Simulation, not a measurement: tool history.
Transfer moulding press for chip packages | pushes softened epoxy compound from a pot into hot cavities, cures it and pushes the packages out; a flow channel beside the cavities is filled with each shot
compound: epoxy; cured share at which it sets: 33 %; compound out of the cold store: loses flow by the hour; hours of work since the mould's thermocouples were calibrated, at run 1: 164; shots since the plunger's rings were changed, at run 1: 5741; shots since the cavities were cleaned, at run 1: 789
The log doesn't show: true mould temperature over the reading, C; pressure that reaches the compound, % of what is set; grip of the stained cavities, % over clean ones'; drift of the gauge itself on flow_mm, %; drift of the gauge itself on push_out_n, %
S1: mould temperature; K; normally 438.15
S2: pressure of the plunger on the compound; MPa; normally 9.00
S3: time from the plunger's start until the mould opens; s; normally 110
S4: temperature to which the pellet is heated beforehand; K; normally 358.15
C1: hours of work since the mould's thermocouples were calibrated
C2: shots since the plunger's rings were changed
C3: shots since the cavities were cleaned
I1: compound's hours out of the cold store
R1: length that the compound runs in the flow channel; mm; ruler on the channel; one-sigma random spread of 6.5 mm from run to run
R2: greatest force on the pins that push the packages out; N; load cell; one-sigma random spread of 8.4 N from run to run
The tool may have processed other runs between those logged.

{"run": 1, "day": 0.0, "S1": 438.15, "S2": 9.0, "S3": 110, "S4": 358.15, "C1": 164, "C2": 5741, "C3": 789, "I1": 13.7, "R1": 868, "R2": 641}
{"day": 1.471, "done": "cavities cleaned with cleaning compound and waxed"}
{"day": 2.317, "done": "plunger's sealing rings changed"}
{"run": 2, "day": 2.317, "S1": 438.15, "S2": 9.0, "S3": 110, "S4": 358.15, "C1": 202, "C2": 0, "C3": 201, "I1": 21.2, "R1": 923, "R2": 485}
{"run": 3, "day": 4.2, "S1": 438.15, "S2": 9.0, "S3": 110, "S4": 354.15, "C1": 235, "C2": 513, "C3": 714, "I1": 26.1, "R1": 889, "R2": 654}
{"day": 5.888, "done": "cavities cleaned with cleaning compound and waxed"}
{"run": 4, "day": 6.154, "S1": 438.15, "S2": 9.0, "S3": 110, "S4": 354.15, "C1": 269, "C2": 1028, "C3": 72, "I1": 27.2, "R1": 884, "R2": 396}
{"run": 5, "day": 7.517, "S1": 438.15, "S2": 9.0, "S3": 110, "S4": 354.15, "C1": 293, "C2": 1399, "C3": 443, "I1": 33.2, "R1": 873, "R2": 568}
{"day": 8.408, "done": "mould's thermocouples calibrated"}
{"run": 6, "day": 9.992, "S1": 433.15, "S2": 9.0, "S3": 110, "S4": 358.15, "C1": 28, "C2": 2050, "C3": 1094, "I1": 27.8, "R1": 907, "R2": 946}
{"day": 10.354, "done": "cavities cleaned with cleaning compound and waxed"}
{"run": 7, "day": 11.642, "S1": 433.15, "S2": 9.0, "S3": 108, "S4": 358.15, "C1": 56, "C2": 2483, "C3": 351, "I1": 34.7, "R1": 903, "R2": 792}
{"run": 8, "day": 12.679, "S1": 433.15, "S2": 9.0, "S3": 108, "S4": 358.15, "C1": 74, "C2": 2765, "C3": 633, "I1": 37.0, "R1": 891, "R2": 894}
{"day": 14.667, "done": "cavities cleaned with cleaning compound and waxed"}
{"run": 9, "day": 14.738, "S1": 433.15, "S2": 7.69, "S3": 108, "S4": 354.15, "C1": 110, "C2": 3308, "C3": 19, "I1": 41.9, "R1": 803, "R2": 530}
{"run": 10, "day": 15.85, "S1": 446.15, "S2": 9.0, "S3": 130, "S4": 363.15, "C1": 129, "C2": 3611, "C3": 322, "I1": 23.8, "R1": 842, "R2": 411}
{"run": 11, "day": 18.121, "S1": 432.15, "S2": 6.91, "S3": 118, "S4": 365.15, "C1": 169, "C2": 4229, "C3": 940, "I1": 20.4, "R1": 791, "R2": 852}
{"day": 18.996, "done": "cavities cleaned with cleaning compound and waxed"}
{"run": 12, "day": 20.354, "S1": 438.15, "S2": 9.0, "S3": 110, "S4": 352.15, "C1": 208, "C2": 4820, "C3": 370, "I1": 32.9, "R1": 842, "R2": 537}

Branching from run 12: 5 alternative next runs. What would each branch give?
{"run": "A", "day": 22.038, "S1": 438.15, "S2": 7.73, "S3": 110, "S4": 354.15, "C1": 238, "C2": 5278, "C3": 828, "I1": 40.1, "R1": "?", "R2": "?"}
{"run": "B", "day": 22.038, "S1": 437.15, "S2": 9.0, "S3": 110, "S4": 358.15, "C1": 238, "C2": 5278, "C3": 828, "I1": 42.1, "R1": "?", "R2": "?"}
{"run": "C", "day": 22.038, "S1": 438.15, "S2": 9.0, "S3": 96, "S4": 358.15, "C1": 238, "C2": 5278, "C3": 828, "I1": 43.8, "R1": "?", "R2": "?"}
{"run": "D", "day": 22.038, "S1": 444.15, "S2": 8.96, "S3": 109, "S4": 358.15, "C1": 238, "C2": 5278, "C3": 828, "I1": 45.8, "R1": "?", "R2": "?"}
{"run": "E", "day": 22.038, "S1": 434.15, "S2": 9.0, "S3": 110, "S4": 355.15, "C1": 238, "C2": 5278, "C3": 828, "I1": 44.9, "R1": "?", "R2": "?"}

run=A R1=770 R2=646
run=B R1=829 R2=660
run=C R1=821 R2=778
run=D R1=789 R2=555
run=E R1=842 R2=813
Stripped of hidden state, with their random variation kept, the same runs would have yielded:
run=A R1=820 R2=370
run=B R1=883 R2=378
run=C R1=875 R2=452
run=D R1=841 R2=312
run=E R1=898 R2=471
